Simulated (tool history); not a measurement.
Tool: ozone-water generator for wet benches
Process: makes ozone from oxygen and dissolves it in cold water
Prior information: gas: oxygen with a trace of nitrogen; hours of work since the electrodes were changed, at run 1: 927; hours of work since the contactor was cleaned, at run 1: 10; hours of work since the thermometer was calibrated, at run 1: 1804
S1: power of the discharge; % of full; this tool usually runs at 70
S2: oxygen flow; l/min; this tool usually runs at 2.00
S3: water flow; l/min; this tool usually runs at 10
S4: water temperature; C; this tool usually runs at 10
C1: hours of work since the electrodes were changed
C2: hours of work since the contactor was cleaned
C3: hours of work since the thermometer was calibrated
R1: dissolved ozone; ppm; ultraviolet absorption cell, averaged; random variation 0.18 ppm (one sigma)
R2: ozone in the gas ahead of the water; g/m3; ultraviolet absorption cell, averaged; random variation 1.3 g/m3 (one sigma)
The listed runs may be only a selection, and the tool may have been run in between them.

run	hour	S1	S2	S3	S4	C1	C2	C3	R1	R2
1	0.0	70	2.00	10	10	927	10	1804	25.1	244.5
2	193.2	70	2.00	10	10	1116	200	1994	25.2	239.3
3	339.3	70	2.00	10	10	1260	343	2137	25.4	243.4
4	443.5	70	2.00	10	10	1362	445	2239	25.3	240.4
5	665.2	70	2.00	10	10	1579	663	2457	25.1	242.3
6	846.9	70	2.00	10	10	1758	841	2635	25.4	240.0
7	948.1	70	2.00	10	10	1857	940	2734	25.3	240.0
8	1161.9	70	2.00	10	10	2067	1150	2944	25.2	240.7
9	1276.3	70	2.00	10	10	2179	1262	3057	24.8	240.3
10	1489.7	70	2.00	10	10	2388	1472	3266	25.3	245.3
11	1635.1	70	3.02	10	10	2531	1614	3409	26.9	196.7
12	1829.6	70	2.00	10	10	2722	1805	3599	25.4	239.8
# hour 1941.7: water thermometer calibrated
13	2037.3	70	2.00	10	10	2925	2008	94	25.5	237.7
14	2145.6	70	2.00	10	10	3032	2115	200	24.9	239.3
15	2279.7	70	1.95	10	10	3163	2246	332	25.2	244.3
16	2468.0	70	2.00	15	10	3348	2431	516	17.1	237.3
17	2610.6	70	2.00	15	10	3488	2571	656	17.0	238.0
18	2805.0	66	2.00	15	13	3679	2762	847	15.8	225.5
19	3009.4	66	2.00	15	13	3879	2962	1048	16.2	226.9
20	3123.4	66	1.79	8	13	3991	3074	1160	27.8	237.0
21	3222.0	85	3.02	13	13	4088	3171	1256	24.6	232.2
22	3338.8	49	1.20	10	10	4202	3285	1371	16.4	222.2
23	3467.3	70	1.11	10	10	4328	3412	1497	21.8	317.1
24	3675.3	70	1.11	10	10	4533	3616	1701	21.7	316.6
25	3884.7	70	1.11	10	10	4738	3821	1906	21.7	315.5
26	4056.2	70	2.00	7	10	4906	3989	2075	33.8	237.2

Run 27, settings as shown, results not yet in. Your forecast:
27	4264.6	70	1.79	15	10	5111	4194	2279	?	?

Logged for run 27: R1 16.4 ppm, R2 250.3 g/m3.
If the tool had no hidden condition, the same run with the same run-to-run variation would have returned R1 16.4 ppm, R2 255.7 g/m3.
